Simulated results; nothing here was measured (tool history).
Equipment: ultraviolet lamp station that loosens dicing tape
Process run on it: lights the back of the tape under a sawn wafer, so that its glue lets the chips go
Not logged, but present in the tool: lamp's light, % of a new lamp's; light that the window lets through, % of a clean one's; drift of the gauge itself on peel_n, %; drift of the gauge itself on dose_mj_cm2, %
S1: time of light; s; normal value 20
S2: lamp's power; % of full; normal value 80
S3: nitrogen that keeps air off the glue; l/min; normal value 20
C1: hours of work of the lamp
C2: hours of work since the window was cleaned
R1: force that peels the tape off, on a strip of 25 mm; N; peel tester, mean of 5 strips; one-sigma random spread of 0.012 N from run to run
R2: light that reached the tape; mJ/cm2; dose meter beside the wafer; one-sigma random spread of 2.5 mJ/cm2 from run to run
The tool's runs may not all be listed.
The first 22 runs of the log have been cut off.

run 23 day=11.233 | S1=20 S2=84 S3=20 | C1=218 C2=609 | R1=0.784 R2=265
run 24 day=11.625 | S1=39 S2=64 S3=15 | C1=224 C2=615 | R1=0.374 R2=396
run 25 day=12.192 | S1=39 S2=64 S3=15 | C1=231 C2=623 | R1=0.38 R2=391
run 26 day=12.771 | S1=39 S2=64 S3=15 | C1=240 C2=631 | R1=0.395 R2=394
run 27 day=13.154 | S1=11 S2=69 S3=14 | C1=245 C2=636 | R1=3.4 R2=119
run 28 day=13.417 | S1=11 S2=60 S3=34 | C1=249 C2=640 | R1=3.521 R2=104
run 29 day=13.758 | S1=29 S2=60 S3=34 | C1=253 C2=645 | R1=0.606 R2=270
run 30 day=14.158 | S1=29 S2=60 S3=34 | C1=259 C2=650 | R1=0.612 R2=271
run 31 day=14.558 | S1=15 S2=69 S3=9 | C1=265 C2=656 | R1=2.742 R2=161
run 32 day=14.979 | S1=15 S2=69 S3=9 | C1=270 C2=662 | R1=2.717 R2=164
run 33 day=15.408 | S1=15 S2=69 S3=9 | C1=277 C2=668 | R1=2.798 R2=162
run 34 day=16.046 | S1=15 S2=69 S3=9 | C1=285 C2=677 | R1=2.741 R2=160
run 35 day=16.579 | S1=34 S2=62 S3=9 | C1=293 C2=684 | R1=0.73 R2=322
run 36 day=17.017 | S1=34 S2=62 S3=9 | C1=299 C2=690 | R1=0.732 R2=321
-- day=17.438 window cleaned of glue's vapour
run 37 day=17.675 | S1=34 S2=62 S3=9 | C1=308 C2=3 | R1=0.521 R2=372
run 38 day=18.104 | S1=32 S2=98 S3=31 | C1=314 C2=9 | R1=0.206 R2=553
run 39 day=18.475 | S1=37 S2=80 S3=20 | C1=319 C2=15 | R1=0.224 R2=519
run 40 day=18.788 | S1=11 S2=63 S3=20 | C1=324 C2=19 | R1=3.245 R2=124
run 41 day=19.338 | S1=24 S2=80 S3=14 | C1=331 C2=27 | R1=0.543 R2=336
run 42 day=19.979 | S1=20 S2=80 S3=11 | C1=340 C2=36 | R1=0.895 R2=282

Predict each of these 3 candidate next runs independently; none follows another, all start after run 42:
run A day=20.267 | S1=20 S2=98 S3=20 | C1=344 C2=40 | R1=? R2=?
run B day=20.267 | S1=26 S2=80 S3=11 | C1=344 C2=40 | R1=? R2=?
run C day=20.267 | S1=20 S2=80 S3=20 | C1=344 C2=40 | R1=? R2=?

run=A R1=0.456 R2=343
run=B R1=0.516 R2=364
run=C R1=0.668 R2=279
Without the tool's unlogged condition, the same runs would have read:
run=A R1=0.376 R2=377
run=B R1=0.421 R2=400
run=C R1=0.539 R2=307

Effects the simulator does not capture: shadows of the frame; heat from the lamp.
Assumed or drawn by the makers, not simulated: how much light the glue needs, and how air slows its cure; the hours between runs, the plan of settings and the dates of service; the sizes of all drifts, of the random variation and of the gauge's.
